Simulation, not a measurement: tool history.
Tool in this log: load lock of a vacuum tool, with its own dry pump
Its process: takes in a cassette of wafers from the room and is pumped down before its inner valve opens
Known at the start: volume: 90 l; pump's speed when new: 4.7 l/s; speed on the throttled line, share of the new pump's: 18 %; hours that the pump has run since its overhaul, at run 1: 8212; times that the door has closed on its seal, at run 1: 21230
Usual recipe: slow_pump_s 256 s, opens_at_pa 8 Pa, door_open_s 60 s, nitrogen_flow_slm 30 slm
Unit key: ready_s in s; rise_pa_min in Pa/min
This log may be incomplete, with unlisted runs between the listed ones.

run     hour  slow_pump_s  opens_at_pa  door_open_s  nitrogen_flow_slm  hours that the pump has run since its overhaul  times that the door has closed on its seal  incoming humidity of the room's air, %  ready_s  rise_pa_min
  1      0.0          256            8           60                 30                                            8212                                       21230                                    44.3    427.3        0.172
  2    592.1          256            8           60                 30                                            8804                                       22527                                    44.3    426.5        0.190
       877.5  -- dry pump taken out, an overhauled one fitted
  3   1171.8          256            8           60                 30                                             294                                       23783                                    43.7    395.9        0.193
  4   1499.3          256            8           60                 30                                             622                                       24500                                    47.9    391.4        0.204
  5   1858.5          256            8           60                 30                                             981                                       25287                                    41.6    394.2        0.213
  6   2533.3          256            8           60                 30                                            1656                                       26765                                    45.0    395.6        0.235
  7   3060.6          256            8           60                 30                                            2183                                       27919                                    42.5    399.8        0.253
  8   3378.7          256            8           60                 30                                            2501                                       28616                                    42.9    399.3        0.259
  9   3989.4          256            8           60                 30                                            3112                                       29953                                    42.6    405.2        0.275
 10   4361.0          256            8           60                 30                                            3483                                       30767                                    43.5    404.3        0.282
 11   4706.5          256            8           60                 30                                            3829                                       31524                                    46.6    407.8        0.299
 12   5161.5          131            8           60                 30                                            4284                                       32520                                    43.3    305.1        0.315
 13   5577.9          131            8           60                 30                                            4700                                       33432                                    44.3    307.7        0.328
 14   5917.1          256            8           60                  5                                            5040                                       34175                                    44.8    409.1        0.362
 15   6263.0          256            8           60                  5                                            5385                                       34932                                    43.4    410.3        0.364
 16   6636.9          256            8           60                  5                                            5759                                       35751                                    41.8    415.6        0.376
 17   7108.1          256            8           60                  5                                            6231                                       36783                                    48.1    412.5        0.394
 18   7631.5          256            8           60                  5                                            6754                                       37929                                    45.3    419.2        0.417
 19   7968.0          256            8           60                  5                                            7090                                       38666                                    48.3    421.9        0.436
 20   8613.6          256           13           60                  5                                            7736                                       40080                                    43.7    409.9        0.465
 21   8965.5          431           13           60                  5                                            8088                                       40851                                    46.6    546.8        0.476
 22   9366.9          256           10           47                  5                                            8489                                       41730                                    42.8    415.9        0.483
 23   9679.8          288           13           60                 30                                            8802                                       42415                                    45.8    442.0        0.488
     10017.2  -- dry pump taken out, an overhauled one fitted
 24  10059.5          288           13           60                 30                                              42                                       43234                                    44.5    417.2        0.513
     10102.0  -- door's seal changed, seat wiped
 25  10398.1          288           13          208                 30                                             379                                         649                                    44.1    412.8        0.043
 26  10983.9          288            7          208                 29                                             965                                        1932                                    46.0    429.7        0.053
 27  11616.7          256            8          130                 40                                            1598                                        3317                                    44.3    402.6        0.041
 28  12257.1          256            8          130                 40                                            2238                                        4720                                    45.2    401.8        0.053
 29  12922.2          467            8           42                  9                                            2903                                        6176                                    44.9    574.5        0.044
 30  13389.0          467            8           42                  9                                            3370                                        7198                                    42.2    572.9        0.054
 31  14106.6          232            6           42                  9                                            4088                                        8770                                    44.6    398.9        0.068
 32  14758.7          440            8           60                 30                                            4740                                       10198                                    44.6    562.2        0.071
 33  15454.0          440            8           60                 30                                            5435                                       11721                                    43.0    560.5        0.082
 34  15875.2          142            8          200                  6                                            5856                                       12643                                    42.8    325.5        0.136
 35  16334.5          142           10           65                  6                                            6316                                       13649                                    42.6    323.2        0.106
 36  16825.6          142           10           65                  6                                            6807                                       14725                                    47.0    325.4        0.113

Predict each of these 4 candidate next runs independently; none follows another, all start after run 36:
  A  17316.7          179           10           65                  6                                            7298                                       15800                                    44.1        ?            ?
  B  17316.7          142           10          126                  5                                            7298                                       15800                                    44.8        ?            ?
  C  17316.7          410           10          165                  6                                            7298                                       15800                                    43.4        ?            ?
  D  17316.7          142           10           65                 10                                            7298                                       15800                                    42.4        ?            ?

run  ready_s  rise_pa_min
  A    356.1        0.127
  B    329.0        0.150
  C    540.4        0.149
  D    327.6        0.127
Had the tool no hidden state, the same runs would have come out as:
run  ready_s  rise_pa_min
  A    324.9        0.025
  B    296.3        0.050
  C    517.6        0.049
  D    295.1        0.027
